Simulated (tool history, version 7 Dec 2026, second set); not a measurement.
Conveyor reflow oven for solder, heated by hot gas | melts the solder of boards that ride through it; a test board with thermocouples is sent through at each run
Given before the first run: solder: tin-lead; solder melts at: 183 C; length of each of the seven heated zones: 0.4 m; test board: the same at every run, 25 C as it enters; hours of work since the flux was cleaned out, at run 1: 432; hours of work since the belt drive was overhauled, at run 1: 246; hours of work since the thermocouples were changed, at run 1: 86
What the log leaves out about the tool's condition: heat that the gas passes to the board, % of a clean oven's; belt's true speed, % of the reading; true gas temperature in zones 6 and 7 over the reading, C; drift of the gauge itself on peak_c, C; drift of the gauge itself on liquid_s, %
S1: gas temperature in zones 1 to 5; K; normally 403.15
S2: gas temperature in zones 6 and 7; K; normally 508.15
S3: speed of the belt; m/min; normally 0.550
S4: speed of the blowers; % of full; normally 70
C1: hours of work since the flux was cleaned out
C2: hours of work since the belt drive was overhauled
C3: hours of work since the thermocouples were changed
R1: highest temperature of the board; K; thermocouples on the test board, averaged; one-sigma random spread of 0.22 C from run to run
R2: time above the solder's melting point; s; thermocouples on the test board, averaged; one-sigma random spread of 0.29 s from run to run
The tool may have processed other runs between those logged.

Run 1, hour 0.0: usual settings; C1 432; C2 246; C3 86. Result: R1 480.95 K, R2 50.1 s.
Run 2, hour 7.0: usual settings; C1 436; C2 250; C3 90. Result: R1 480.65 K, R2 50.3 s.
Run 3, hour 11.7: usual settings but S2 513.15 K; C1 438; C2 253; C3 93. Result: R1 484.85 K, R2 54.6 s.
Run 4, hour 16.2: usual settings; C1 441; C2 256; C3 96. Result: R1 480.55 K, R2 49.7 s.
Run 5, hour 20.9: usual settings; C1 444; C2 258; C3 98. Result: R1 480.15 K, R2 49.0 s.
Run 6, hour 30.8: usual settings; C1 450; C2 264; C3 104. Result: R1 480.55 K, R2 49.0 s.
Run 7, hour 37.5: usual settings; C1 454; C2 268; C3 108. Result: R1 480.25 K, R2 49.8 s.
Run 8, hour 47.6: usual settings; C1 460; C2 274; C3 114. Result: R1 481.15 K, R2 50.1 s.
Run 9, hour 53.3: usual settings; C1 463; C2 278; C3 118. Result: R1 480.45 K, R2 49.6 s.
Run 10, hour 58.0: usual settings; C1 466; C2 280; C3 120. Result: R1 479.95 K, R2 49.9 s.
At hour 72.1: flux residue cleaned out of gas plates and filters.
Run 11, hour 73.1: usual settings but S4 56 % of full; C1 1; C2 286; C3 126. Result: R1 479.95 K, R2 48.4 s.
Run 12, hour 80.4: usual settings but S4 56 % of full; C1 5; C2 291; C3 131. Result: R1 480.35 K, R2 49.0 s.
Run 13, hour 85.9: usual settings but S3 0.614 m/min; C1 8; C2 294; C3 134. Result: R1 480.25 K, R2 43.2 s.
Run 14, hour 95.8: usual settings but S3 0.614 m/min; C1 14; C2 300; C3 140. Result: R1 480.15 K, R2 43.8 s.
Run 15, hour 104.2: usual settings but S3 0.489 m/min, S4 54 % of full; C1 19; C2 305; C3 145. Result: R1 483.95 K, R2 61.0 s.
Run 16, hour 113.2: usual settings but S1 390.15 K, S2 521.15 K, S3 0.468 m/min, S4 57 % of full; C1 24; C2 310; C3 150. Result: R1 495.15 K, R2 72.3 s.
Run 17, hour 123.2: usual settings but S1 390.15 K, S2 521.15 K, S3 0.468 m/min, S4 86 % of full; C1 30; C2 316; C3 156. Result: R1 503.85 K, R2 81.0 s.

Run 18 comes next. What will it give?
Run 18, hour 129.7: usual settings but S1 390.15 K, S2 521.15 K, S3 0.468 m/min, S4 86 % of full; C1 34; C2 320; C3 160. Result: R1 ?, R2 ?.

Logged for run 18: R1 503.35 K, R2 80.9 s.
The same run, on a tool lacking any hidden state, would have yielded R1 503.15 K, R2 80.4 s.
